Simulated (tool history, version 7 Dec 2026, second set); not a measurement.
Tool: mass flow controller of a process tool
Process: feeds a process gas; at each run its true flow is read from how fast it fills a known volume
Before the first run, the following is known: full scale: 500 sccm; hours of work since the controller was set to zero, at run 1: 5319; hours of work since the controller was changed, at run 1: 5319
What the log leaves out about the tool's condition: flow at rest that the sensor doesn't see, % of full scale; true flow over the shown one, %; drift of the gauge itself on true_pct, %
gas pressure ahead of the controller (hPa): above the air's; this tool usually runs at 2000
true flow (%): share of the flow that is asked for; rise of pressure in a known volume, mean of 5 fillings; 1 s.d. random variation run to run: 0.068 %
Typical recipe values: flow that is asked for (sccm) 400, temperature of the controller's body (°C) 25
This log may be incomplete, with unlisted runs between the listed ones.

run     hour  flow that is asked for (sccm)  gas pressure ahead of the controller (hPa)  temperature of the controller's body (°C)  hours of work since the controller was set to zero  hours of work since the controller was changed  true flow (%)
  1        0                            400                                        2000                                         25                                                5319                                            5319          99.76
  2      190                            400                                        2000                                         25                                                5410                                            5410          99.75
  3    421.1                            400                                        2000                                         20                                                5522                                            5522            100
  4    749.5                            400                                        2000                                         20                                                5680                                            5680         100.02
  5   1112.9                            400                                        2000                                         20                                                5855                                            5855          99.98
  6     1430                            400                                        1810                                         25                                                6008                                            6008          99.71
  7   1705.5                            400                                        2000                                         21                                                6141                                            6141          99.91
  8     2091                            400                                        2000                                         21                                                6327                                            6327          99.91
  9   2345.5                            400                                        2000                                         21                                                6450                                            6450           99.8
 10   2587.2                            400                                        2000                                         21                                                6567                                            6567           99.9
 11   2818.3                            400                                        2000                                         21                                                6678                                            6678          99.93
 12   3228.3                            400                                        2000                                         21                                                6876                                            6876          99.93
      3493.6  -- controller exchanged for a calibrated one
 13   3618.1                            400                                        2000                                         21                                                  60                                              60          99.49
 14   3987.9                            400                                        2000                                         26                                                 238                                             238          99.21
 15   4321.7                            400                                        2000                                         26                                                 400                                             400          99.22
 16   4767.1                            400                                        2000                                         26                                                 614                                             614          99.07
 17   5143.3                            400                                        2000                                         26                                                 796                                             796          99.12
 18   5461.8                            400                                        2000                                         26                                                 950                                             950          99.12
 19     5812                            237                                        2000                                         24                                                1118                                            1118          98.85
 20   6064.3                            237                                        2000                                         24                                                1240                                            1240          98.86
 21   6494.2                            237                                        2000                                         24                                                1448                                            1448          98.89
 22   6697.4                            117                                        2000                                         30                                                1546                                            1546           98.7
 23   7101.9                            114                                        1820                                         37                                                1741                                            1741          98.41
 24   7560.9                            287                                        1930                                         25                                                1962                                            1962          98.81
 25   7930.9                            437                                        2000                                         36                                                2141                                            2141           98.8
 26   8342.1                            400                                        1650                                         32                                                2339                                            2339          98.77
 27   8745.9                            400                                        1600                                         21                                                2534                                            2534          99.35
 28   9045.7                            400                                        1600                                         21                                                2678                                            2678          99.36
 29   9312.2                            400                                        1600                                         21                                                2807                                            2807          99.43
 30   9520.3                             52                                        1600                                         24                                                2907                                            2907         102.22
 31   9823.2                            114                                        2670                                         25                                                3053                                            3053          99.94
 32  10040.1                            145                                        2310                                         25                                                3158                                            3158          99.39
 33  10257.5                            145                                        2310                                         25                                                3263                                            3263          99.62
 34  10706.4                            240                                        2000                                         32                                                3480                                            3480          98.73

Each row is a separate what-if for the run after 34, all from the same tool condition, not one after another. Results?
  A  11024.7                             70                                        2000                                         25                                                3633                                            3633              ?
  B  11024.7                            400                                        2020                                         25                                                3633                                            3633              ?
  C  11024.7                            146                                        1730                                         38                                                3633                                            3633              ?

run  true flow (%)
  A         101.61
  B          99.27
  C          98.92
Take away the tool's hidden state, keep each run's random variation, and the runs would have read:
run  true flow (%)
  A          98.17
  B          99.67
  C           97.9

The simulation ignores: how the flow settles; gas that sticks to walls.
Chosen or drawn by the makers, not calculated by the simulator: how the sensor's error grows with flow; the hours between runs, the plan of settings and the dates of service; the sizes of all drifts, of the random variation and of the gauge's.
